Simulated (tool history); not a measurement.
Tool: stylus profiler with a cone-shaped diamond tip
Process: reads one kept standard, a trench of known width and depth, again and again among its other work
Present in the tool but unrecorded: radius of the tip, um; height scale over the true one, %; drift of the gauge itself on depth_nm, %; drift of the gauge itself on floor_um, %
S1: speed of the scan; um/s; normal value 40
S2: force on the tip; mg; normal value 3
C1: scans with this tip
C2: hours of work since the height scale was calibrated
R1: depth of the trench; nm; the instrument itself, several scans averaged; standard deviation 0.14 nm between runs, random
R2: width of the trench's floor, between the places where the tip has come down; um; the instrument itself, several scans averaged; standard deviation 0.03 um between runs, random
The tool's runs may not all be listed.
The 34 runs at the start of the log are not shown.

Run 35, hour 408.2: usual settings but S1 28 um/s, S2 5.39 mg; C1 3027; C2 21. Result: R1 512.56 nm, R2 47.09 um.
Run 36, hour 421.8: usual settings but S1 127 um/s, S2 1.27 mg; C1 3106; C2 30. Result: R1 504.93 nm, R2 46.59 um.
Run 37, hour 432.1: usual settings but S1 145 um/s, S2 3.45 mg; C1 3165; C2 38. Result: R1 509.37 nm, R2 46.77 um.
Run 38, hour 441.2: usual settings but S1 145 um/s, S2 3.45 mg; C1 3218; C2 44. Result: R1 509.67 nm, R2 46.75 um.
Run 39, hour 450.5: usual settings but S1 101 um/s, S2 1.23 mg; C1 3272; C2 51. Result: R1 504.59 nm, R2 46.69 um.
Run 40, hour 460.9: usual settings but S1 101 um/s, S2 1.23 mg; C1 3333; C2 58. Result: R1 504.78 nm, R2 46.65 um.
Run 41, hour 473.1: usual settings but S1 31 um/s, S2 1.36 mg; C1 3404; C2 67. Result: R1 505.11 nm, R2 47.02 um.
Run 42, hour 487.7: usual settings but S1 31 um/s, S2 1.36 mg; C1 3488; C2 78. Result: R1 505.11 nm, R2 47.01 um.
Run 43, hour 497.1: usual settings but S1 47 um/s, S2 5.93 mg; C1 3543; C2 84. Result: R1 513.68 nm, R2 47.02 um.
Run 44, hour 513.7: usual settings but S1 21 um/s; C1 3639; C2 96. Result: R1 508.6 nm, R2 47.05 um.
Run 45, hour 530.3: usual settings but S1 21 um/s; C1 3736; C2 108. Result: R1 508.67 nm, R2 47.04 um.
Run 46, hour 538.2: usual settings but S1 21 um/s; C1 3781; C2 114. Result: R1 508.62 nm, R2 47.02 um.
Run 47, hour 548.7: usual settings but S2 8.4 mg; C1 3842; C2 121. Result: R1 517.34 nm, R2 46.99 um.

Alternative continuations, all from the tool just after run 47; predict every row:
Run A, hour 561.5: usual settings but S1 59 um/s, S2 1.33 mg; C1 3916; C2 130. Result: R1 ?, R2 ?.
Run B, hour 561.5: usual settings but S1 20 um/s, S2 5.48 mg; C1 3916; C2 130. Result: R1 ?, R2 ?.
Run C, hour 561.5: usual settings but S1 55 um/s, S2 4.03 mg; C1 3916; C2 130. Result: R1 ?, R2 ?.

run      R1     R2
  A  505.38  46.83
  B   513.1     47
  C  510.41  46.95
What these runs would have given with no unlogged condition in the tool:
run      R1     R2
  A  505.21   47.1
  B  512.92  47.27
  C  510.24  47.22
